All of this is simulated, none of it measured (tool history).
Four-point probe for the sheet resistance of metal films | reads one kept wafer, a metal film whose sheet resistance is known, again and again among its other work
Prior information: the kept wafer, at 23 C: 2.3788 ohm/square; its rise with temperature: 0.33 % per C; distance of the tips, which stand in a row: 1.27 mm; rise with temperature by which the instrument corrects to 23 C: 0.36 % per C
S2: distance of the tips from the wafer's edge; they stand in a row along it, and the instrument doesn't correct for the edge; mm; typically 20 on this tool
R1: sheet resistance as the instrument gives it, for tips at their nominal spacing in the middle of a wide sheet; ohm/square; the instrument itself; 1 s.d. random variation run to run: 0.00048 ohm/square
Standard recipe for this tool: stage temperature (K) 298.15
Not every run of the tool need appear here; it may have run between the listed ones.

run 1 day=0 | stage_temperature_(K)=298.15 S2=20 | R1=2.39491
run 2 day=0.329 | stage_temperature_(K)=298.15 S2=4 | R1=2.511808
run 3 day=0.729 | stage_temperature_(K)=295.15 S2=4 | R1=2.514291
run 4 day=1.15 | stage_temperature_(K)=297.15 S2=4 | R1=2.512644
run 5 day=1.817 | stage_temperature_(K)=297.15 S2=4 | R1=2.512249
run 6 day=2.338 | stage_temperature_(K)=308.15 S2=20 | R1=2.387772
run 7 day=2.742 | stage_temperature_(K)=308.15 S2=20 | R1=2.387642
run 8 day=3.396 | stage_temperature_(K)=308.15 S2=20 | R1=2.388827
run 9 day=3.804 | stage_temperature_(K)=308.15 S2=20 | R1=2.38792
run 10 day=4.171 | stage_temperature_(K)=298.15 S2=20 | R1=2.394927
run 11 day=4.504 | stage_temperature_(K)=298.15 S2=20 | R1=2.395415
run 12 day=4.904 | stage_temperature_(K)=298.15 S2=20 | R1=2.395528
run 13 day=5.517 | stage_temperature_(K)=305.15 S2=20 | R1=2.390009
run 14 day=6.058 | stage_temperature_(K)=305.15 S2=20 | R1=2.391667
run 15 day=6.542 | stage_temperature_(K)=305.15 S2=20 | R1=2.391575
run 16 day=6.921 | stage_temperature_(K)=301.15 S2=62 | R1=2.38946
run 17 day=7.367 | stage_temperature_(K)=299.15 S2=7 | R1=2.432046
run 18 day=7.821 | stage_temperature_(K)=307.15 S2=40 | R1=2.386051
run 19 day=8.183 | stage_temperature_(K)=297.15 S2=6 | R1=2.448923
run 20 day=8.779 | stage_temperature_(K)=297.15 S2=6 | R1=2.447423
run 21 day=9.3 | stage_temperature_(K)=296.15 S2=7 | R1=2.434758
run 22 day=9.821 | stage_temperature_(K)=307.15 S2=7 | R1=2.426712
run 23 day=10.129 | stage_temperature_(K)=307.15 S2=7 | R1=2.427659
run 24 day=10.717 | stage_temperature_(K)=298.15 S2=5 | R1=2.471472
run 25 day=11.038 | stage_temperature_(K)=297.15 S2=11 | R1=2.408972

Some steps in R1 between neighbouring runs. How much of each would the tool show without its hidden state too (settings, what came in, random variation), and how much is left for the hidden state, with any gauge scatter that isn't in both results?
Hidden state present: inner tips' distance over the nominal, %; tips' flats over new ones', %; wafer's true temperature over the reading, C; drift of the gauge itself on sheet_ohm, %.
Run 1 -> 2: S2 20 -> 4. R1 +0.116898 ohm/square: hidden state +0.000598, all else +0.1163.
Run 5 -> 6: stage temperature (K) 297.15 -> 308.15, S2 4 -> 20. R1 -0.124477 ohm/square: hidden state -0.000398, all else -0.124079.
Run 18 -> 19: stage temperature (K) 307.15 -> 297.15, S2 40 -> 6. R1 +0.062872 ohm/square: hidden state +0.000406, all else +0.062466.
